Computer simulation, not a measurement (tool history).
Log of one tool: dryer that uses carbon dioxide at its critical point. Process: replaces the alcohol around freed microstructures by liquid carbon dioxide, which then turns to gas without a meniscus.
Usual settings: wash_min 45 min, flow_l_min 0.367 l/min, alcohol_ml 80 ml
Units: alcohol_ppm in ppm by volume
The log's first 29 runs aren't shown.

Run 30, hour 415.9: usual settings but wash_min 28 min, flow_l_min 0.303 l/min, alcohol_ml 67 ml. Result: alcohol_ppm 1968 ppm by volume.
Run 31, hour 431.7: usual settings but wash_min 34 min, flow_l_min 0.447 l/min. Result: alcohol_ppm 266 ppm by volume.
Run 32, hour 446.7: usual settings but flow_l_min 0.577 l/min, alcohol_ml 85 ml. Result: alcohol_ppm 62 ppm by volume.
Run 33, hour 467.1: usual settings but flow_l_min 0.437 l/min, alcohol_ml 85 ml. Result: alcohol_ppm 116 ppm by volume.
Run 34, hour 484.9: usual settings but flow_l_min 0.437 l/min, alcohol_ml 85 ml. Result: alcohol_ppm 104 ppm by volume.
Run 35, hour 493.7: usual settings but flow_l_min 0.555 l/min, alcohol_ml 117 ml. Result: alcohol_ppm 66 ppm by volume.
Run 36, hour 512.8: usual settings but flow_l_min 0.555 l/min, alcohol_ml 117 ml. Result: alcohol_ppm 67 ppm by volume.
Run 37, hour 533.1: usual settings but wash_min 39 min, flow_l_min 0.555 l/min, alcohol_ml 117 ml. Result: alcohol_ppm 95 ppm by volume.
Run 38, hour 544.2: usual settings but wash_min 30 min, flow_l_min 0.391 l/min, alcohol_ml 69 ml. Result: alcohol_ppm 745 ppm by volume.
Run 39, hour 561.4: usual settings but wash_min 30 min, flow_l_min 0.391 l/min, alcohol_ml 69 ml. Result: alcohol_ppm 768 ppm by volume.
Run 40, hour 577.6: usual settings but wash_min 48 min, flow_l_min 0.29 l/min, alcohol_ml 69 ml. Result: alcohol_ppm 474 ppm by volume.
Run 41, hour 597.9: usual settings but wash_min 47 min, flow_l_min 0.318 l/min, alcohol_ml 69 ml. Result: alcohol_ppm 359 ppm by volume.
Run 42, hour 607.2: usual settings but wash_min 68 min, flow_l_min 0.374 l/min, alcohol_ml 69 ml. Result: alcohol_ppm 70 ppm by volume.
Run 43, hour 623.5: usual settings but wash_min 68 min, flow_l_min 0.344 l/min, alcohol_ml 38 ml. Result: alcohol_ppm 74 ppm by volume.

5 ways to go on from here, each from the tool as it stands after run 43. What would each give?
Run A, hour 641.1: usual settings but wash_min 58 min, flow_l_min 0.335 l/min, alcohol_ml 29 ml. Result: alcohol_ppm ?.
Run B, hour 641.1: usual settings but wash_min 68 min, flow_l_min 0.384 l/min, alcohol_ml 23 ml. Result: alcohol_ppm ?.
Run C, hour 641.1: usual settings but wash_min 47 min, flow_l_min 0.243 l/min, alcohol_ml 69 ml. Result: alcohol_ppm ?.
Run D, hour 641.1: usual settings but wash_min 38 min, flow_l_min 0.47 l/min, alcohol_ml 44 ml. Result: alcohol_ppm ?.
Run E, hour 641.1: usual settings but flow_l_min 0.454 l/min. Result: alcohol_ppm ?.

run  alcohol_ppm
  A           97
  B           72
  C         1061
  D          130
  E          121
Without the tool's hidden state the same runs would have given:
run  alcohol_ppm
  A           21
  B           10
  C          664
  D           39
  E           34

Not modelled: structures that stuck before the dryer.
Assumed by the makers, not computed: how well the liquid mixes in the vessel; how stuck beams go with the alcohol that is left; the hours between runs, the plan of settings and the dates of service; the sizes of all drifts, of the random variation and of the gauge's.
